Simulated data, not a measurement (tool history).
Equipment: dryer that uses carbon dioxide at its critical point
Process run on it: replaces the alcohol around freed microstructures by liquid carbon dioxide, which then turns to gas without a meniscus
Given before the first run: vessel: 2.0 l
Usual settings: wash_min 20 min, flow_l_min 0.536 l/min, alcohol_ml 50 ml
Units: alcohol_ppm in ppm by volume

Run 1, hour 0: usual settings. Result: alcohol_ppm 321 ppm by volume.
Run 2, hour 26.8: usual settings but alcohol_ml 91 ml. Result: alcohol_ppm 590 ppm by volume.
Run 3, hour 77.3: usual settings but flow_l_min 0.734 l/min. Result: alcohol_ppm 100 ppm by volume.
Run 4, hour 125.6: usual settings but flow_l_min 0.734 l/min. Result: alcohol_ppm 123 ppm by volume.
Run 5, hour 171.4: usual settings but flow_l_min 0.734 l/min. Result: alcohol_ppm 140 ppm by volume.
Run 6, hour 202.6: usual settings but flow_l_min 0.734 l/min. Result: alcohol_ppm 90 ppm by volume.
Run 7, hour 239.4: usual settings but flow_l_min 0.734 l/min. Result: alcohol_ppm 91 ppm by volume.
Run 8, hour 285.4: usual settings but wash_min 23 min. Result: alcohol_ppm 170 ppm by volume.
Run 9, hour 316.1: usual settings but flow_l_min 0.707 l/min. Result: alcohol_ppm 138 ppm by volume.
Run 10, hour 338.7: usual settings but wash_min 28 min, flow_l_min 0.374 l/min, alcohol_ml 116 ml. Result: alcohol_ppm 609 ppm by volume.
Run 11, hour 391.2: usual settings but flow_l_min 0.508 l/min. Result: alcohol_ppm 375 ppm by volume.
Run 12, hour 412.6: usual settings but wash_min 22 min, flow_l_min 0.44 l/min, alcohol_ml 58 ml. Result: alcohol_ppm 514 ppm by volume.
Run 13, hour 451.3: usual settings but wash_min 25 min, flow_l_min 0.452 l/min. Result: alcohol_ppm 292 ppm by volume.
Run 14, hour 474.9: usual settings but wash_min 16 min, flow_l_min 0.624 l/min. Result: alcohol_ppm 471 ppm by volume.
Run 15, hour 515.9: usual settings but wash_min 19 min, flow_l_min 0.454 l/min, alcohol_ml 31 ml. Result: alcohol_ppm 502 ppm by volume.
Run 16, hour 567: usual settings but wash_min 26 min, flow_l_min 0.454 l/min, alcohol_ml 78 ml. Result: alcohol_ppm 412 ppm by volume.
Run 17, hour 597.8: usual settings but wash_min 14 min, flow_l_min 0.492 l/min. Result: alcohol_ppm 1533 ppm by volume.

Missing from the log above: 1 entry noted between runs. For each, name the pair of listed runs it sits between and say how the tool's hidden condition differs from the listed run just before to the listed run just after:
Between runs 5 and 6: inlet filter changed (hour 193.6)
  flow that reaches the vessel past the clogged filter, %: 85.2 -> 99.4; alcohol in the recycled carbon dioxide, ppm: 47.8 -> 54.3
  measured minus no-state result, alcohol_ppm: +96 -> +50 ppm by volume

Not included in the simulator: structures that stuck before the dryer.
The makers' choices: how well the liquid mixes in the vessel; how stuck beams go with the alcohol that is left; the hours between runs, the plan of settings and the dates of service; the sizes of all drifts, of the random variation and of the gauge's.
